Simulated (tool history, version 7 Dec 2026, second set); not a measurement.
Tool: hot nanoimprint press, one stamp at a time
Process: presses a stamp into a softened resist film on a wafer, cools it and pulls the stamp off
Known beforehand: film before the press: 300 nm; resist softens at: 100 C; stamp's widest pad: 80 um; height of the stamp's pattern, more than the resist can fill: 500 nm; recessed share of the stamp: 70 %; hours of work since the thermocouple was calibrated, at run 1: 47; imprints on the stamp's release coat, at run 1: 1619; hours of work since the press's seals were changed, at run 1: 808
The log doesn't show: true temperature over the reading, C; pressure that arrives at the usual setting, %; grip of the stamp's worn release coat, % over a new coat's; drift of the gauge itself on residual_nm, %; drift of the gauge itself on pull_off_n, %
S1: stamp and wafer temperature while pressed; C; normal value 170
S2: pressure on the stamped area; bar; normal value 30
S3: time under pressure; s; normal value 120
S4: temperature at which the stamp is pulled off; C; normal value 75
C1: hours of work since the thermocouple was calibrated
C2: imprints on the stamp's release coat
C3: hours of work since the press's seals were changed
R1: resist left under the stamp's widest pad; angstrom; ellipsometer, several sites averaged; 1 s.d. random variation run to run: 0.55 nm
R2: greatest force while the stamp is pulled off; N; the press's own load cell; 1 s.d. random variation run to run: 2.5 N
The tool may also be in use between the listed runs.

run	hour	S1	S2	S3	S4	C1	C2	C3	R1	R2
1	0	170	30	120	75	47	1619	808	1425	181
2	59.7	170	30	120	75	94	1765	855	1432	182
3	86.8	170	30	120	75	115	1831	876	1429	183
4	134.5	170	30	120	75	152	1947	913	1434	189
5	170.7	170	30	120	75	180	2036	941	1436	194
# hour 204.1: press's hydraulic seals changed and the load cell set to zero
6	228.1	170	30	120	75	218	2156	19	1371	194
7	278.8	170	30	120	75	258	2280	58	1398	198
# hour 308.5: stamp cleaned and given a new release coat
8	349.7	170	30	120	75	308	101	109	1401	154
# hour 374.7: plate thermocouple calibrated
9	379.5	170	24.2	120	75	4	166	129	1527	157
10	425.9	176	40.6	120	62	40	279	165	979	193
11	480.1	170	40.6	197	62	82	412	207	977	192
12	523	170	43	80	64	115	516	241	1338	191
13	552.5	180	40.1	131	77	138	588	264	860	156
14	611.8	170	30	158	73	184	733	310	1274	173
15	670.7	170	40.1	82	75	230	877	356	1388	170
16	727.2	170	43.6	82	77	274	1015	400	1334	170

3 ways to go on from here, each from the tool as it stands after run 16. What would each give?
A	765.3	165	43.6	163	73	304	1108	429	?	?
B	765.3	180	30	72	67	304	1108	429	?	?
C	765.3	170	28.7	70	78	304	1108	429	?	?

run	R1	R2
A	1233	177
B	1279	198
C	1720	158
What these runs would have given with no unlogged condition in the tool:
run	R1	R2
A	1162	155
B	1224	173
C	1653	138
